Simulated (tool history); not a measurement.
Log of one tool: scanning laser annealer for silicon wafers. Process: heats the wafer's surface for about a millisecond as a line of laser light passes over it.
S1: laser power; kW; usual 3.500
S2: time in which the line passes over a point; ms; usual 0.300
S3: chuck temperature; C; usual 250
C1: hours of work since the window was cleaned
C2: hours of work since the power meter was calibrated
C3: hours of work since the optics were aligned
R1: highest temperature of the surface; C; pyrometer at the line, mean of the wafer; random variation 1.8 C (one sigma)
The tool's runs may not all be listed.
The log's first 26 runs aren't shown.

run 27 hour=344.9 | S1=3.666 S2=0.290 S3=249 | C1=14 C2=409 C3=1141 | R1=1027
run 28 hour=357.0 | S1=3.252 S2=0.307 S3=250 | C1=22 C2=417 C3=1149 | R1=948
run 29 hour=370.9 | S1=3.621 S2=0.270 S3=250 | C1=31 C2=426 C3=1158 | R1=993
run 30 hour=386.8 | S1=3.621 S2=0.355 S3=254 | C1=42 C2=436 C3=1168 | R1=1095
run 31 hour=400.2 | S1=3.049 S2=0.276 S3=279 | C1=50 C2=445 C3=1177 | R1=890
run 32 hour=415.1 | S1=3.049 S2=0.276 S3=279 | C1=60 C2=455 C3=1187 | R1=893
run 33 hour=431.0 | S1=3.721 S2=0.309 S3=250 | C1=70 C2=465 C3=1197 | R1=1064
run 34 hour=446.0 | S1=3.500 S2=0.224 S3=250 | C1=80 C2=475 C3=1207 | R1=900
run 35 hour=461.9 | S1=3.500 S2=0.224 S3=250 | C1=90 C2=485 C3=1217 | R1=906
run 36 hour=476.9 | S1=3.500 S2=0.224 S3=250 | C1=100 C2=495 C3=1227 | R1=900
run 37 hour=492.7 | S1=3.628 S2=0.314 S3=239 | C1=111 C2=505 C3=1237 | R1=1036
run 38 hour=501.9 | S1=3.500 S2=0.368 S3=247 | C1=117 C2=511 C3=1243 | R1=1069
run 39 hour=513.4 | S1=3.500 S2=0.368 S3=255 | C1=124 C2=519 C3=1251 | R1=1077
run 40 hour=527.3 | S1=3.072 S2=0.368 S3=231 | C1=133 C2=528 C3=1260 | R1=938
run 41 hour=542.6 | S1=3.720 S2=0.241 S3=285 | C1=143 C2=538 C3=1270 | R1=1005

3 ways to go on from here, each from the tool as it stands after run 41. What would each give?
run A hour=550.4 | S1=3.500 S2=0.301 S3=224 | C1=148 C2=543 C3=1275 | R1=?
run B hour=550.4 | S1=3.200 S2=0.251 S3=212 | C1=148 C2=543 C3=1275 | R1=?
run C hour=550.4 | S1=3.500 S2=0.239 S3=250 | C1=148 C2=543 C3=1275 | R1=?

run=A R1=968
run=B R1=831
run=C R1=924
Without the tool's hidden state the same runs would have given:
run=A R1=991
run=B R1=851
run=C R1=946
